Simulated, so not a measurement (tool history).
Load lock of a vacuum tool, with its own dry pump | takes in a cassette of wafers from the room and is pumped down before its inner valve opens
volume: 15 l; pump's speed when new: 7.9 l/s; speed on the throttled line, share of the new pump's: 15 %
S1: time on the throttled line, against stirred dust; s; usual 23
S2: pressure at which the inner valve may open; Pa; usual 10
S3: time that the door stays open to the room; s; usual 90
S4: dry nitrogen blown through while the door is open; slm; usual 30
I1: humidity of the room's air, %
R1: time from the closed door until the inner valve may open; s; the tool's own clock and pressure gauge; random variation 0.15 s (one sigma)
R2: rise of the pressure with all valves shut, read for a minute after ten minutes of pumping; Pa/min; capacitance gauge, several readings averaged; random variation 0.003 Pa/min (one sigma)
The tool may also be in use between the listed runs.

run,day,S1,S2,S3,S4,I1,R1,R2
1,0.000,23,10,90,30,43.8,38.3,0.222
2,15.308,23,10,90,30,46.5,38.5,0.235
3,35.100,23,10,90,30,44.9,38.4,0.247
4,46.888,23,10,90,30,47.7,38.4,0.246
5,58.479,23,10,90,30,45.3,38.4,0.251
6,75.512,23,10,90,30,48.7,38.5,0.265
7,93.712,23,10,90,30,44.4,38.8,0.269
8,109.733,23,8,90,30,46.3,39.3,0.273
9,128.404,23,8,90,30,42.5,39.4,0.286
10,145.183,23,8,29,30,46.4,39.7,0.282
11,167.679,23,8,29,30,44.5,39.7,0.304
12,183.267,23,8,29,30,46.3,39.5,0.298
13,208.846,23,8,29,30,47.7,39.8,0.316
# day 210.275: dry pump taken out, an overhauled one fitted
14,222.692,23,8,29,30,42.6,37.2,0.328
15,247.100,23,8,29,30,44.4,37.9,0.340
16,267.692,23,8,29,30,49.0,37.7,0.354
17,289.700,23,8,29,30,44.1,37.8,0.363
18,307.296,23,10,33,30,45.2,37.6,0.367
19,335.708,38,16,33,12,46.1,49.5,0.401
20,360.183,38,16,33,12,45.2,49.3,0.413
21,385.121,15,16,33,12,43.5,29.9,0.420
22,404.446,15,16,33,12,50.4,30.0,0.439
23,422.071,23,13,90,13,41.4,37.2,0.460
24,445.592,13,9,82,15,44.5,29.8,0.463
25,462.346,13,9,82,15,48.3,29.9,0.487
26,480.692,13,16,82,4,45.8,28.4,0.507
27,499.775,13,16,82,4,46.1,29.1,0.525
28,514.292,13,16,82,4,43.1,28.8,0.522
29,533.221,23,14,90,30,45.9,37.6,0.509
30,547.621,23,14,90,30,46.9,37.5,0.535
31,567.442,23,14,90,30,46.7,37.7,0.532
32,584.333,44,14,35,19,44.6,55.5,0.550
33,599.079,44,14,35,19,42.6,55.7,0.554
34,624.854,38,7,28,21,45.2,52.2,0.567
35,639.092,23,10,90,10,45.1,38.7,0.601
36,662.992,23,10,126,4,48.1,38.8,0.649

3 ways to go on from here, each from the tool as it stands after run 36. What would each give?
# day 684.267: door's seal changed, seat wiped
A,690.621,39,15,69,30,45.0,?,?
# day 684.267: door's seal changed, seat wiped
B,690.621,23,10,68,36,45.0,?,?
# day 684.267: door's seal changed, seat wiped
C,690.621,23,10,216,4,45.1,?,?

run,R1,R2
A,51.1,0.031
B,39.0,0.028
C,38.8,0.079
Without the tool's hidden state the same runs would have given:
run,R1,R2
A,49.9,0.033
B,37.4,0.030
C,37.2,0.081
